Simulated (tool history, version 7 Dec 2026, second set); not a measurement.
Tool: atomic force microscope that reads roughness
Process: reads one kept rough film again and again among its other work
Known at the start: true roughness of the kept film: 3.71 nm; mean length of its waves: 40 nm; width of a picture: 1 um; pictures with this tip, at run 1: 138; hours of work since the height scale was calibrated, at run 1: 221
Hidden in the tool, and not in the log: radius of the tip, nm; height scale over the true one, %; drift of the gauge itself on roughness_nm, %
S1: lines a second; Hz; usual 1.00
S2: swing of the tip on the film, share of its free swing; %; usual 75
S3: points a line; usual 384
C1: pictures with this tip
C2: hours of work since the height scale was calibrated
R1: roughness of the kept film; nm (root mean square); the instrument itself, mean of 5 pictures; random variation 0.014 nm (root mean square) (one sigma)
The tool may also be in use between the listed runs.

Run 1, hour 0.0: usual settings; C1 138; C2 221. Result: R1 3.442 nm (root mean square).
Run 2, hour 7.5: usual settings; C1 147; C2 226. Result: R1 3.449 nm (root mean square).
At hour 11.2: new tip fitted.
Run 3, hour 17.5: usual settings; C1 8; C2 232. Result: R1 3.466 nm (root mean square).
Run 4, hour 26.2: usual settings; C1 19; C2 238. Result: R1 3.459 nm (root mean square).
Run 5, hour 35.7: usual settings; C1 30; C2 244. Result: R1 3.426 nm (root mean square).
Run 6, hour 42.2: usual settings; C1 38; C2 249. Result: R1 3.428 nm (root mean square).
Run 7, hour 52.8: usual settings; C1 51; C2 256. Result: R1 3.443 nm (root mean square).
Run 8, hour 62.5: usual settings but S1 3.80 Hz; C1 63; C2 262. Result: R1 3.227 nm (root mean square).
Run 9, hour 72.5: usual settings but S1 3.80 Hz; C1 75; C2 269. Result: R1 3.202 nm (root mean square).
Run 10, hour 82.1: usual settings but S1 3.80 Hz; C1 87; C2 276. Result: R1 3.240 nm (root mean square).
Run 11, hour 89.7: usual settings but S1 3.80 Hz; C1 96; C2 281. Result: R1 3.233 nm (root mean square).
Run 12, hour 98.6: usual settings but S3 421; C1 107; C2 287. Result: R1 3.442 nm (root mean square).
Run 13, hour 106.9: usual settings but S3 346; C1 117; C2 292. Result: R1 3.428 nm (root mean square).
Run 14, hour 114.3: usual settings but S3 346; C1 126; C2 297. Result: R1 3.434 nm (root mean square).
Run 15, hour 124.9: usual settings but S3 346; C1 139; C2 304. Result: R1 3.434 nm (root mean square).
At hour 135.2: new tip fitted.
Run 16, hour 135.7: usual settings but S3 346; C1 0; C2 311. Result: R1 3.437 nm (root mean square).
Run 17, hour 144.9: usual settings; C1 12; C2 317. Result: R1 3.426 nm (root mean square).
Run 18, hour 150.1: usual settings; C1 18; C2 321. Result: R1 3.442 nm (root mean square).
Run 19, hour 157.6: usual settings; C1 27; C2 326. Result: R1 3.453 nm (root mean square).
Run 20, hour 162.9: usual settings; C1 33; C2 330. Result: R1 3.441 nm (root mean square).
Run 21, hour 171.9: usual settings but S1 1.05 Hz; C1 44; C2 336. Result: R1 3.447 nm (root mean square).
Run 22, hour 181.0: usual settings but S1 1.05 Hz; C1 55; C2 342. Result: R1 3.436 nm (root mean square).
Run 23, hour 191.3: usual settings but S1 1.05 Hz, S3 663; C1 68; C2 349. Result: R1 3.456 nm (root mean square).
Run 24, hour 198.2: usual settings but S1 1.05 Hz, S3 663; C1 76; C2 353. Result: R1 3.459 nm (root mean square).
Run 25, hour 208.1: usual settings but S1 1.05 Hz, S3 663; C1 88; C2 360. Result: R1 3.474 nm (root mean square).
Run 26, hour 214.7: usual settings but S1 1.05 Hz, S3 663; C1 96; C2 364. Result: R1 3.458 nm (root mean square).
Run 27, hour 224.7: usual settings but S2 76 %, S3 393; C1 109; C2 371. Result: R1 3.446 nm (root mean square).
Run 28, hour 233.3: usual settings but S1 3.53 Hz, S2 86 %, S3 267; C1 119; C2 377. Result: R1 3.064 nm (root mean square).
Run 29, hour 238.4: usual settings but S1 3.53 Hz, S2 87 %, S3 582; C1 125; C2 380. Result: R1 3.060 nm (root mean square).
Run 30, hour 243.6: usual settings but S1 0.81 Hz, S2 80 %, S3 547; C1 132; C2 384. Result: R1 3.437 nm (root mean square).
Run 31, hour 252.3: usual settings but S1 0.81 Hz, S2 80 %, S3 547; C1 142; C2 390. Result: R1 3.451 nm (root mean square).
At hour 259.8: new tip fitted.
Run 32, hour 262.0: usual settings but S1 1.48 Hz, S3 777; C1 3; C2 396. Result: R1 3.430 nm (root mean square).
Run 33, hour 269.7: usual settings but S1 0.57 Hz, S2 71 %, S3 568; C1 12; C2 401. Result: R1 3.516 nm (root mean square).
Run 34, hour 276.9: usual settings but S1 0.57 Hz, S2 71 %, S3 568; C1 21; C2 406. Result: R1 3.502 nm (root mean square).
Run 35, hour 283.0: usual settings but S1 0.57 Hz, S2 71 %, S3 628; C1 28; C2 410. Result: R1 3.493 nm (root mean square).
Run 36, hour 292.3: usual settings but S1 0.57 Hz, S2 71 %, S3 628; C1 39; C2 416. Result: R1 3.505 nm (root mean square).
Run 37, hour 301.0: usual settings but S1 1.13 Hz, S2 57 %, S3 265; C1 50; C2 422. Result: R1 3.462 nm (root mean square).
Run 38, hour 307.0: usual settings but S1 2.16 Hz, S2 77 %, S3 419; C1 57; C2 426. Result: R1 3.349 nm (root mean square).
Run 39, hour 313.1: usual settings but S1 2.20 Hz, S2 74 %, S3 348; C1 65; C2 430. Result: R1 3.353 nm (root mean square).
Run 40, hour 321.5: usual settings but S1 2.20 Hz, S2 74 %, S3 348; C1 75; C2 436. Result: R1 3.353 nm (root mean square).
Run 41, hour 328.2: usual settings but S1 1.80 Hz, S2 82 %, S3 444; C1 83; C2 440. Result: R1 3.335 nm (root mean square).
Run 42, hour 338.6: usual settings but S1 1.80 Hz, S2 82 %, S3 444; C1 96; C2 447. Result: R1 3.331 nm (root mean square).
Run 43, hour 344.9: usual settings but S1 1.60 Hz, S2 86 %; C1 103; C2 451. Result: R1 3.294 nm (root mean square).

The next listed run, before its measurement:
Run 44, hour 353.6: usual settings but S1 0.64 Hz, S2 59 %, S3 641; C1 114; C2 457. Result: R1 ?.

Run 44 gave R1 3.513 nm (root mean square).
Without the tool's hidden state the same run would have given R1 3.523 nm (root mean square).

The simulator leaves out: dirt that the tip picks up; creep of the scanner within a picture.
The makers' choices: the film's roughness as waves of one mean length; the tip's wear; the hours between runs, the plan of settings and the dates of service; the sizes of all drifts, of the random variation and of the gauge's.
